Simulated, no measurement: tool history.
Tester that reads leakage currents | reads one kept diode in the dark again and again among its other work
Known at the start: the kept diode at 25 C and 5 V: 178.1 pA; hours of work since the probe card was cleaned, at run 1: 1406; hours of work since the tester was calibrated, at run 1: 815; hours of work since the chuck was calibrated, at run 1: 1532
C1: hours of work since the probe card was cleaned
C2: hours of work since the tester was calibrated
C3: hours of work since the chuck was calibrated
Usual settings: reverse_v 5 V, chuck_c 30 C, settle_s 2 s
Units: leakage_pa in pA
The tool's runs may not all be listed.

{"run": 1, "hour": 0.0, "reverse_v": 5, "chuck_c": 30, "settle_s": 2, "C1": 1406, "C2": 815, "C3": 1532, "leakage_pa": 273.37}
{"run": 2, "hour": 27.7, "reverse_v": 5, "chuck_c": 30, "settle_s": 2, "C1": 1423, "C2": 831, "C3": 1549, "leakage_pa": 273.13}
{"run": 3, "hour": 67.9, "reverse_v": 5, "chuck_c": 30, "settle_s": 2, "C1": 1447, "C2": 855, "C3": 1573, "leakage_pa": 273.44}
{"run": 4, "hour": 104.3, "reverse_v": 5, "chuck_c": 30, "settle_s": 2, "C1": 1469, "C2": 877, "C3": 1595, "leakage_pa": 272.34}
{"run": 5, "hour": 127.7, "reverse_v": 5, "chuck_c": 30, "settle_s": 2, "C1": 1483, "C2": 891, "C3": 1609, "leakage_pa": 272.72}
{"run": 6, "hour": 159.1, "reverse_v": 5, "chuck_c": 30, "settle_s": 0.67, "C1": 1502, "C2": 910, "C3": 1627, "leakage_pa": 272.51}
{"run": 7, "hour": 179.5, "reverse_v": 5, "chuck_c": 30, "settle_s": 0.67, "C1": 1514, "C2": 922, "C3": 1640, "leakage_pa": 271.9}
{"run": 8, "hour": 199.2, "reverse_v": 2.69, "chuck_c": 30, "settle_s": 0.67, "C1": 1526, "C2": 934, "C3": 1651, "leakage_pa": 188.68}
{"run": 9, "hour": 243.3, "reverse_v": 5, "chuck_c": 30, "settle_s": 2, "C1": 1552, "C2": 960, "C3": 1678, "leakage_pa": 273.54}
{"run": 10, "hour": 278.3, "reverse_v": 5, "chuck_c": 30, "settle_s": 2, "C1": 1573, "C2": 981, "C3": 1699, "leakage_pa": 272.31}
{"run": 11, "hour": 322.3, "reverse_v": 5, "chuck_c": 30, "settle_s": 2, "C1": 1599, "C2": 1007, "C3": 1725, "leakage_pa": 272.53}
{"hour": 349.4, "done": "chuck's temperature calibrated"}
{"run": 12, "hour": 365.1, "reverse_v": 5, "chuck_c": 33, "settle_s": 2, "C1": 1624, "C2": 1032, "C3": 9, "leakage_pa": 381.35}
{"run": 13, "hour": 403.4, "reverse_v": 5, "chuck_c": 33, "settle_s": 2, "C1": 1647, "C2": 1055, "C3": 32, "leakage_pa": 382.68}
{"run": 14, "hour": 434.5, "reverse_v": 11.72, "chuck_c": 30, "settle_s": 0.55, "C1": 1665, "C2": 1073, "C3": 51, "leakage_pa": 491.02}
{"run": 15, "hour": 465.0, "reverse_v": 11.72, "chuck_c": 30, "settle_s": 0.55, "C1": 1684, "C2": 1092, "C3": 69, "leakage_pa": 491.2}

Run 16 comes next. What will it give?
{"run": 16, "hour": 501.6, "reverse_v": 11.72, "chuck_c": 30, "settle_s": 0.55, "C1": 1705, "C2": 1114, "C3": 91, "leakage_pa": "?"}

{"run 16": {"leakage_pa": 493.66}}
Without the tool's hidden state the same run would have given leakage_pa 475.7 pA.
